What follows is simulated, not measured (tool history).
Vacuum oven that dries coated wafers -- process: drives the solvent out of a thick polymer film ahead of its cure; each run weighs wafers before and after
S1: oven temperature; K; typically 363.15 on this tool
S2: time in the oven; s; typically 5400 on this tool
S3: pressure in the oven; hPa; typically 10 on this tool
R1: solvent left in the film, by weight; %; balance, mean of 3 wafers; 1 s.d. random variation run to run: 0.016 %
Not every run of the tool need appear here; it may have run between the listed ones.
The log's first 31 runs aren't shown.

{"run": 32, "hour": 462.7, "S1": 370.15, "S2": 3480, "S3": 25, "R1": 4.31}
{"run": 33, "hour": 477.9, "S1": 370.15, "S2": 3480, "S3": 25, "R1": 4.31}
{"run": 34, "hour": 493.3, "S1": 370.15, "S2": 3480, "S3": 25, "R1": 4.3}
{"run": 35, "hour": 506.4, "S1": 357.15, "S2": 3060, "S3": 29.6, "R1": 9.63}
{"run": 36, "hour": 519.2, "S1": 357.15, "S2": 3060, "S3": 16.1, "R1": 8.97}
{"run": 37, "hour": 539.5, "S1": 359.15, "S2": 5160, "S3": 9.6, "R1": 5.79}
{"run": 38, "hour": 552.0, "S1": 355.15, "S2": 5400, "S3": 17.2, "R1": 7.51}
{"run": 39, "hour": 562.0, "S1": 355.15, "S2": 5400, "S3": 10, "R1": 7.09}
{"run": 40, "hour": 578.3, "S1": 355.15, "S2": 5400, "S3": 10, "R1": 7.14}
{"run": 41, "hour": 593.6, "S1": 355.15, "S2": 3600, "S3": 10.9, "R1": 8.81}
{"run": 42, "hour": 607.2, "S1": 355.15, "S2": 3600, "S3": 10.9, "R1": 8.8}
{"run": 43, "hour": 618.4, "S1": 365.15, "S2": 5400, "S3": 32.3, "R1": 4.58}
{"run": 44, "hour": 634.4, "S1": 349.15, "S2": 5400, "S3": 8.5, "R1": 9.1}

What will run 45 give?
{"run": 45, "hour": 652.5, "S1": 349.15, "S2": 5400, "S3": 8.5, "R1": "?"}

R1: 9.1 %
On a tool with no hidden condition, and with the same random variation, this run would have come out at R1 9.31 %.
